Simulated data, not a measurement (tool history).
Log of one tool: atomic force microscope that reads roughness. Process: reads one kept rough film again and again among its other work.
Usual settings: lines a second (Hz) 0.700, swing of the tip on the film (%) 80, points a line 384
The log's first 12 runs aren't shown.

run,day,lines a second (Hz),swing of the tip on the film (%),points a line,roughness of the kept film (nm (root mean square))
13,6.533,0.700,80,427,4.435
14,6.892,0.700,80,427,4.429
# day 7.462: new tip fitted
15,7.588,3.541,80,427,4.103
16,7.912,3.541,80,427,4.088
17,8.458,3.541,80,427,4.123
18,8.942,3.541,80,427,4.126
19,9.321,0.700,80,384,4.444
# day 9.971: new tip fitted
20,10.067,0.700,80,384,4.437
21,10.554,0.700,80,492,4.408
22,10.892,0.700,80,492,4.457
23,11.383,0.700,80,492,4.446
24,12.104,0.700,80,476,4.430
# day 12.492: new tip fitted
25,12.588,0.700,80,384,4.387
26,13.112,0.700,74,581,4.454
27,13.850,0.835,74,330,4.414
28,14.621,1.169,80,307,4.356
# day 14.954: new tip fitted
29,15.067,1.169,71,574,4.474
30,15.733,1.169,71,574,4.453
31,16.317,0.700,57,930,4.546
32,16.762,1.634,85,384,4.218
# day 17.417: new tip fitted
33,17.558,0.700,80,819,4.429
34,18.125,1.509,80,819,4.344
35,18.825,0.651,57,699,4.509

Run 36 comes next. What will it give?
36,19.479,3.031,72,417,?

roughness of the kept film (nm (root mean square)): 4.252
Without the tool's hidden state the same run would have given roughness of the kept film (nm (root mean square)) 4.264.
